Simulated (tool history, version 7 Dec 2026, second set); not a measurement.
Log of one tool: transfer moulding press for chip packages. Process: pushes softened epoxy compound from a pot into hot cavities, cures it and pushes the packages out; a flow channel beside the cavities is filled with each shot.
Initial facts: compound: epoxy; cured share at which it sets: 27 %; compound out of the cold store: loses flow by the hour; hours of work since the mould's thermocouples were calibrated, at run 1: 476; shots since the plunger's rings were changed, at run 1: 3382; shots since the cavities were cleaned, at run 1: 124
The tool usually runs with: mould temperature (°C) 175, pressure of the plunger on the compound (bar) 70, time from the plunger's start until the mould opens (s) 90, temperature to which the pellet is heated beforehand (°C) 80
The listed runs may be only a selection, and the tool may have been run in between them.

run   hour  mould temperature (°C)  pressure of the plunger on the compound (bar)  time from the plunger's start until the mould opens (s)  temperature to which the pellet is heated beforehand (°C)  hours of work since the mould's thermocouples were calibrated  shots since the plunger's rings were changed  shots since the cavities were cleaned  incoming compound's hours out of the cold store  length that the compound runs in the flow channel (mm)  greatest force on the pins that push the packages out (N)
  1      0                     175                                             70                                                       90                                                         80                                                            476                                          3382                                    124                                             43.9                                                     528                                                        277
  2   24.1                     175                                             70                                                       90                                                         80                                                            486                                          3586                                    328                                             21.4                                                     623                                                        380
  3   50.9                     175                                             70                                                       90                                                         80                                                            498                                          3813                                    555                                             19.3                                                     643                                                        395
  4   83.5                     175                                             70                                                       90                                                         80                                                            513                                          4088                                    830                                             44.9                                                     530                                                        440
      97.3  -- cavities cleaned with cleaning compound and waxed
  5  110.9                     175                                             70                                                       90                                                         80                                                            524                                          4307                                    115                                             24.6                                                     611                                                        305
  6  135.3                     175                                             70                                                       90                                                         80                                                            535                                          4513                                    321                                             25.3                                                     594                                                        372
  7  174.7                     175                                             70                                                       90                                                         80                                                            553                                          4846                                    654                                             16.5                                                     645                                                        453
     210.1  -- cavities cleaned with cleaning compound and waxed
  8  210.6                     175                                             70                                                       90                                                         80                                                            568                                          5137                                      4                                             44.8                                                     518                                                        229
  9  252.4                     175                                             70                                                       90                                                         80                                                            587                                          5491                                    358                                             43.8                                                     520                                                        371
 10  296.5                     175                                           55.4                                                       90                                                         80                                                            606                                          5864                                    731                                             22.7                                                     539                                                        448
     301.4  -- plunger's sealing rings changed
     326.2  -- cavities cleaned with cleaning compound and waxed
 11  332.8                     175                                           55.4                                                       90                                                         80                                                            621                                           253                                     56                                             25.7                                                     567                                                        247
 12  359.2                     175                                             70                                                       77                                                         80                                                            632                                           476                                    279                                             27.5                                                     625                                                        433
     397.9  -- mould's thermocouples calibrated
 13  397.9                     175                                             70                                                       90                                                         80                                                              0                                           787                                    590                                               47                                                     548                                                        415
     441.8  -- cavities cleaned with cleaning compound and waxed
 14  443.4                     175                                             70                                                       90                                                         80                                                             20                                          1159                                     14                                               48                                                     535                                                        231
 15  482.7                     175                                             70                                                       90                                                         80                                                             37                                          1492                                    347                                             45.7                                                     535                                                        374
 16  517.1                     175                                             70                                                       90                                                         81                                                             52                                          1782                                    637                                             26.2                                                     617                                                        428
     554.5  -- cavities cleaned with cleaning compound and waxed
 17  563.8                     173                                           57.3                                                      122                                                         71                                                             72                                          2164                                     78                                             34.5                                                     523                                                        239
 18  589.1                     170                                           56.7                                                      103                                                         86                                                             84                                          2379                                    293                                             16.3                                                     604                                                        366
 19  624.3                     174                                             85                                                       71                                                         75                                                             99                                          2676                                    590                                             20.9                                                     709                                                        652
     666.2  -- cavities cleaned with cleaning compound and waxed
 20  672.3                     174                                           66.3                                                       71                                                         80                                                            120                                          3070                                     52                                             44.4                                                     524                                                        356
 21  693.6                     168                                           66.3                                                      119                                                         80                                                            129                                          3249                                    231                                             32.9                                                     579                                                        314
 22  738.1                     170                                             70                                                       90                                                         84                                                            149                                          3626                                    608                                             45.2                                                     525                                                        509
     779.8  -- cavities cleaned with cleaning compound and waxed
 23  779.8                     170                                             70                                                       90                                                         84                                                            167                                          3966                                      0                                             15.7                                                     660                                                        290
 24  815.1                     170                                             70                                                       75                                                         84                                                            183                                          4264                                    298                                             45.2                                                     519                                                        593
 25  854.4                     170                                             70                                                       75                                                         76                                                            200                                          4597                                    631                                             25.5                                                     612                                                        785
 26  880.4                     170                                             70                                                       75                                                         76                                                            212                                          4817                                    851                                             41.6                                                     541                                                        761
     892.9  -- cavities cleaned with cleaning compound and waxed
 27  924.5                     170                                             70                                                       75                                                         76                                                            231                                          5177                                    267                                             23.9                                                     624                                                        663

Forecast each of these 5 alternatives for the next run:
  A  944.9                     170                                           84.2                                                       75                                                         76                                                            240                                          5349                                    439                                             21.7                                                       ?                                                          ?
  B  944.9                     170                                             70                                                      126                                                         76                                                            240                                          5349                                    439                                             22.6                                                       ?                                                          ?
  C  944.9                     168                                             63                                                       90                                                         81                                                            240                                          5349                                    439                                             11.4                                                       ?                                                          ?
  D  944.9                     175                                             70                                                       76                                                         80                                                            240                                          5349                                    439                                             14.6                                                       ?                                                          ?
  E  944.9                     180                                             70                                                      109                                                         76                                                            240                                          5349                                    439                                             26.5                                                       ?                                                          ?

run  length that the compound runs in the flow channel (mm)  greatest force on the pins that push the packages out (N)
  A                                                     689                                                        727
  B                                                     613                                                        375
  C                                                     634                                                        608
  D                                                     644                                                        482
  E                                                     576                                                        340
Stripped of hidden state, with their random variation kept, the same runs would have yielded:
run  length that the compound runs in the flow channel (mm)  greatest force on the pins that push the packages out (N)
  A                                                     738                                                        391
  B                                                     657                                                        208
  C                                                     679                                                        328
  D                                                     690                                                        259
  E                                                     618                                                        187

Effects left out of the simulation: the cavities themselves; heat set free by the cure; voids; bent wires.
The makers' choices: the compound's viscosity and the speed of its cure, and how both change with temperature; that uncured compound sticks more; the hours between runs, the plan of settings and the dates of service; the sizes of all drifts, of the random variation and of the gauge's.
